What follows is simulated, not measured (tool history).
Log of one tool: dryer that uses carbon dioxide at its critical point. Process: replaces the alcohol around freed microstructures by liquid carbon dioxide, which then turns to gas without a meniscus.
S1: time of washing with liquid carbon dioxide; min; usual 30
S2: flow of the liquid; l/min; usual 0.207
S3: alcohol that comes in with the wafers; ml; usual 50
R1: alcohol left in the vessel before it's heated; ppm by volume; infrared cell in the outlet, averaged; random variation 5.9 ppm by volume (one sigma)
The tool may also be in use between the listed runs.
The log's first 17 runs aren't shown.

run	hour	S1	S2	S3	R1
# hour 376.4: inlet filter changed
18	380.3	30	0.185	50	472
19	396.5	45	0.217	50	132
20	425.7	33	0.234	50	165
21	448.2	33	0.234	50	169
22	461.6	30	0.161	75	1121
23	491.5	30	0.161	101	1536
24	515.5	30	0.161	101	1557
25	529.4	30	0.224	93	368
26	542.3	39	0.344	21	131
27	556.1	21	0.168	21	1042
28	584.8	27	0.168	21	520
29	609.7	35	0.254	48	144
30	640.7	19	0.281	59	690
31	656	40	0.229	28	143
32	669	26	0.137	25	1251
33	696.8	26	0.137	25	1296
34	723.7	26	0.207	113	1213
35	738.6	26	0.207	113	1229

5 ways to go on from here, each from the tool as it stands after run 35. What would each give?
A	753.7	25	0.296	25	?
B	753.7	26	0.247	21	?
C	753.7	35	0.207	46	?
D	753.7	47	0.139	94	?
E	753.7	23	0.207	62	?

run	R1
A	193
B	219
C	238
D	455
E	1148
Without the tool's hidden state the same runs would have given:
run	R1
A	46
B	66
C	82
D	272
E	895
